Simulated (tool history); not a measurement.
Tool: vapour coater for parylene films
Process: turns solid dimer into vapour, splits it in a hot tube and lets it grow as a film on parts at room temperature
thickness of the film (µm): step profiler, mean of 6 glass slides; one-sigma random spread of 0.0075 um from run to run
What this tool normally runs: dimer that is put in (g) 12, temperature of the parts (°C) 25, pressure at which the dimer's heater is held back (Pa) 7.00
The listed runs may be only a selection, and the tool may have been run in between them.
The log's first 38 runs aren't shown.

| run | day | dimer that is put in (g) | temperature of the parts (°C) | pressure at which the dimer's heater is held back (Pa) | hours of work since the trap's valve was overhauled | hours of work since the table's thermometer was calibrated | thickness of the film (µm) |
|---|---|---|---|---|---|---|---|
| 39 | 77.729 | 7 | 17 | 5.76 | 94 | 589 | 1.321 |
| 40 | 79.871 | 7 | 25 | 5.76 | 127 | 622 | 1.113 |
| 41 | 82.504 | 22 | 25 | 2.80 | 168 | 663 | 3.636 |
| 42 | 84.029 | 22 | 25 | 2.80 | 191 | 687 | 3.646 |
| 43 | 85.400 | 12 | 27 | 2.35 | 212 | 708 | 1.913 |
| 44 | 86.912 | 7 | 18 | 7.00 | 236 | 731 | 1.264 |
| 45 | 88.312 | 6 | 25 | 7.00 | 257 | 753 | 0.928 |
| 46 | 89.742 | 6 | 28 | 3.48 | 279 | 775 | 0.914 |
| 47 | 91.654 | 6 | 28 | 3.48 | 309 | 804 | 0.900 |

Alternative continuations, all from the tool just after run 47; predict every row:
| A | 93.833 | 6 | 28 | 3.90 | 342 | 838 | ? |
| B | 93.833 | 8 | 28 | 3.48 | 342 | 838 | ? |
| C | 93.833 | 12 | 21 | 7.00 | 342 | 838 | ? |

| run | thickness of the film (µm) |
|---|---|
| A | 0.898 |
| B | 1.205 |
| C | 2.022 |
Stripped of hidden state, with their random variation kept, the same runs would have yielded:
| run | thickness of the film (µm) |
|---|---|
| A | 0.937 |
| B | 1.259 |
| C | 2.112 |
